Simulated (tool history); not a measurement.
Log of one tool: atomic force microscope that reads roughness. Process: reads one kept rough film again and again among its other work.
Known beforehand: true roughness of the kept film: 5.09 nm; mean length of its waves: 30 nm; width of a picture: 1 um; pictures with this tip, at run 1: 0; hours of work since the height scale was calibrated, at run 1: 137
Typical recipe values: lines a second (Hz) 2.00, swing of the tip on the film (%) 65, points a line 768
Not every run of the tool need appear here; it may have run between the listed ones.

| run | hour | lines a second (Hz) | swing of the tip on the film (%) | points a line | pictures with this tip | hours of work since the height scale was calibrated | roughness of the kept film (nm (root mean square)) |
|---|---|---|---|---|---|---|---|
| 1 | 0.0 | 2.00 | 65 | 768 | 0 | 137 | 4.256 |
| 2 | 63.6 | 2.00 | 65 | 768 | 87 | 165 | 3.892 |
| 3 | 130.7 | 2.00 | 65 | 768 | 178 | 196 | 3.608 |
| 4 | 181.2 | 2.00 | 65 | 768 | 247 | 219 | 3.365 |
|  | 258.4 | new tip fitted |
| 5 | 264.0 | 2.00 | 65 | 768 | 7 | 256 | 4.185 |
| 6 | 342.7 | 2.00 | 65 | 768 | 114 | 291 | 3.754 |
| 7 | 377.5 | 2.00 | 65 | 768 | 162 | 307 | 3.582 |
| 8 | 455.6 | 1.62 | 65 | 768 | 268 | 342 | 3.301 |
| 9 | 511.7 | 1.62 | 65 | 768 | 345 | 368 | 3.089 |
|  | 518.2 | new tip fitted |
| 10 | 558.0 | 1.62 | 65 | 768 | 54 | 388 | 4.100 |
| 11 | 638.6 | 1.62 | 65 | 768 | 164 | 425 | 3.657 |
| 12 | 721.5 | 1.62 | 65 | 768 | 277 | 462 | 3.301 |
|  | 781.1 | new tip fitted |
| 13 | 788.2 | 1.62 | 65 | 768 | 10 | 492 | 4.234 |
| 14 | 848.4 | 1.62 | 65 | 768 | 92 | 520 | 3.883 |
| 15 | 889.9 | 1.62 | 65 | 768 | 148 | 538 | 3.697 |
| 16 | 946.4 | 2.00 | 65 | 768 | 225 | 564 | 3.411 |
| 17 | 1023.4 | 2.00 | 65 | 504 | 330 | 599 | 3.103 |
|  | 1037.6 | new tip fitted |
| 18 | 1059.2 | 2.00 | 65 | 751 | 29 | 615 | 4.075 |
| 19 | 1130.4 | 2.00 | 65 | 751 | 126 | 647 | 3.719 |
| 20 | 1191.5 | 2.00 | 65 | 751 | 209 | 674 | 3.465 |
| 21 | 1236.5 | 2.00 | 65 | 751 | 271 | 695 | 3.290 |
|  | 1295.2 | new tip fitted |
| 22 | 1322.3 | 2.00 | 78 | 768 | 37 | 733 | 3.798 |
| 23 | 1383.4 | 2.00 | 78 | 768 | 120 | 761 | 3.466 |
| 24 | 1426.2 | 2.00 | 65 | 706 | 178 | 780 | 3.555 |
| 25 | 1504.2 | 2.00 | 65 | 706 | 285 | 816 | 3.265 |
|  | 1552.5 | new tip fitted |
| 26 | 1583.3 | 2.00 | 65 | 706 | 42 | 851 | 4.018 |
| 27 | 1621.3 | 2.00 | 65 | 706 | 93 | 868 | 3.809 |
| 28 | 1678.5 | 2.00 | 65 | 706 | 171 | 894 | 3.534 |
| 29 | 1722.9 | 2.00 | 65 | 706 | 232 | 914 | 3.381 |
| 30 | 1797.0 | 2.00 | 76 | 749 | 333 | 948 | 2.919 |
|  | 1809.7 | new tip fitted |
| 31 | 1842.1 | 2.00 | 76 | 749 | 45 | 968 | 3.811 |
| 32 | 1900.3 | 2.00 | 76 | 735 | 124 | 994 | 3.493 |
| 33 | 1961.1 | 1.48 | 76 | 511 | 207 | 1022 | 3.368 |
| 34 | 2021.5 | 1.48 | 76 | 511 | 289 | 1049 | 3.123 |
| 35 | 2057.4 | 2.23 | 71 | 515 | 338 | 1065 | 2.980 |
|  | 2065.2 | new tip fitted |
| 36 | 2093.8 | 2.23 | 71 | 515 | 39 | 1082 | 3.881 |
| 37 | 2150.2 | 2.17 | 66 | 357 | 116 | 1107 | 3.677 |
| 38 | 2219.1 | 2.95 | 77 | 268 | 209 | 1138 | 3.023 |
| 39 | 2259.6 | 2.95 | 77 | 268 | 265 | 1157 | 2.871 |
| 40 | 2299.4 | 2.95 | 77 | 268 | 319 | 1175 | 2.750 |
|  | 2322.9 | new tip fitted |
| 41 | 2383.9 | 0.81 | 65 | 983 | 83 | 1212 | 4.028 |
| 42 | 2418.2 | 0.81 | 65 | 983 | 130 | 1228 | 3.887 |
| 43 | 2467.1 | 2.51 | 62 | 768 | 197 | 1250 | 3.452 |
| 44 | 2530.1 | 2.51 | 62 | 768 | 282 | 1279 | 3.235 |
|  | 2581.2 | new tip fitted |
| 45 | 2603.7 | 2.51 | 62 | 768 | 31 | 1312 | 4.035 |
| 46 | 2650.4 | 2.51 | 62 | 768 | 94 | 1333 | 3.796 |
| 47 | 2730.6 | 1.12 | 68 | 375 | 204 | 1369 | 3.509 |
| 48 | 2781.4 | 1.12 | 64 | 375 | 273 | 1392 | 3.319 |
|  | 2841.8 | new tip fitted |
| 49 | 2857.6 | 3.28 | 64 | 264 | 22 | 1426 | 3.898 |
| 50 | 2940.8 | 2.00 | 65 | 275 | 135 | 1464 | 3.617 |
| 51 | 3021.1 | 2.00 | 65 | 724 | 245 | 1500 | 3.355 |

The logged runs with the hidden state left out (each run's random variation unchanged):
Hidden state present: radius of the tip, nm; height scale over the true one, %; drift of the gauge itself on roughness_nm, %.
| run | roughness of the kept film (nm (root mean square)) |
|---|---|
| 1 | 4.279 |
| 2 | 4.264 |
| 3 | 4.274 |
| 4 | 4.223 |
| 5 | 4.260 |
| 6 | 4.251 |
| 7 | 4.251 |
| 8 | 4.315 |
| 9 | 4.287 |
| 10 | 4.329 |
| 11 | 4.324 |
| 12 | 4.307 |
| 13 | 4.313 |
| 14 | 4.295 |
| 15 | 4.318 |
| 16 | 4.264 |
| 17 | 4.248 |
| 18 | 4.247 |
| 19 | 4.275 |
| 20 | 4.272 |
| 21 | 4.277 |
| 22 | 3.954 |
| 23 | 3.938 |
| 24 | 4.250 |
| 25 | 4.275 |
| 26 | 4.260 |
| 27 | 4.249 |
| 28 | 4.258 |
| 29 | 4.297 |
| 30 | 4.034 |
| 31 | 4.026 |
| 32 | 4.017 |
| 33 | 4.140 |
| 34 | 4.114 |
| 35 | 4.080 |
| 36 | 4.063 |
| 37 | 4.176 |
| 38 | 3.729 |
| 39 | 3.721 |
| 40 | 3.733 |
| 41 | 4.463 |
| 42 | 4.493 |
| 43 | 4.238 |
| 44 | 4.265 |
| 45 | 4.241 |
| 46 | 4.240 |
| 47 | 4.331 |
| 48 | 4.356 |
| 49 | 4.051 |
| 50 | 4.204 |
| 51 | 4.272 |

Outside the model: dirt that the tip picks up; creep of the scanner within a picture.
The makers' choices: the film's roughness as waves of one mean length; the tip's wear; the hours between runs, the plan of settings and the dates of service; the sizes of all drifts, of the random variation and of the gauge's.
